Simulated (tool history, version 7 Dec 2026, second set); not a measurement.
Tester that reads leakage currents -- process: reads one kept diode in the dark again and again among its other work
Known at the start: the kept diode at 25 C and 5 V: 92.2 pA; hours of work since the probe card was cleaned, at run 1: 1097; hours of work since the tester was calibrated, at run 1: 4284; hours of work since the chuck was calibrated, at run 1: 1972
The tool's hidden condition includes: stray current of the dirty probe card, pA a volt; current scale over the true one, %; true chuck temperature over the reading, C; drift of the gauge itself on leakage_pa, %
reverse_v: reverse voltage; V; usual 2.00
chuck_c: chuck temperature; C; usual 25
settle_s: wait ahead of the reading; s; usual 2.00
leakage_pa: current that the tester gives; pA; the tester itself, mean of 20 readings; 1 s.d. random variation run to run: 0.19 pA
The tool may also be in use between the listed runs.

run    hour  reverse_v  chuck_c  settle_s  hours of work since the probe card was cleaned  hours of work since the tester was calibrated  hours of work since the chuck was calibrated  leakage_pa
  1     0.0       2.00       25      2.00                                            1097                                           4284                                          1972       68.49
  2   174.0       2.00       41      2.00                                            1204                                           4390                                          2079      237.68
  3   334.2       2.00       41      2.00                                            1302                                           4488                                          2177      238.99
  4   517.7       7.24       25      2.00                                            1414                                           4601                                          2289      122.32
  5   638.9       7.24       25      2.00                                            1488                                           4675                                          2363      121.67
      650.2  -- chuck's temperature calibrated
  6   840.6       7.24       25      2.00                                            1611                                           4797                                           117      113.23
  7  1007.8       7.24       25      2.00                                            1713                                           4900                                           219      113.60
  8  1112.6       7.24       25      2.00                                            1777                                           4964                                           283      114.36
  9  1238.5       1.05       25      2.00                                            1855                                           5041                                           360       49.48
     1272.7  -- tester calibrated
 10  1367.9       3.05       25      2.00                                            1933                                             58                                           438       76.83
 11  1464.8      19.30       25      0.32                                            1992                                            118                                           498      180.23
     1529.5  -- probe card cleaned and baked
 12  1659.1       3.12       33      0.93                                              79                                            235                                           615      144.80
 13  1851.4       2.00       24      0.37                                             197                                            353                                           733       58.75

Describe how what the log doesn't record of the tool's condition differs between the last listed run preceding each entry between runs and the first listed run following it.
Run 5 -> run 6: chuck's temperature calibrated (hour 650.2)
  stray current of the dirty probe card, pA a volt: 0.448 -> 0.483; current scale over the true one, %: 1.98 -> 2.03; true chuck temperature over the reading, C: 0.93 -> -0.05
  measured result minus the result with no hidden state, leakage_pa: +14.00 -> +5.19 pA
Run 9 -> run 10: tester calibrated (hour 1272.7)
  stray current of the dirty probe card, pA a volt: 0.559 -> 0.585; current scale over the true one, %: 2.13 -> -0.06; true chuck temperature over the reading, C: 0.04 -> 0.06
  measured result minus the result with no hidden state, leakage_pa: +1.75 -> +2.07 pA
Run 11 -> run 12: probe card cleaned and baked (hour 1529.5)
  stray current of the dirty probe card, pA a volt: 0.603 -> 0.049; current scale over the true one, %: -0.03 -> 0.02; true chuck temperature over the reading, C: 0.08 -> 0.12
  measured result minus the result with no hidden state, leakage_pa: +12.27 -> +1.44 pA
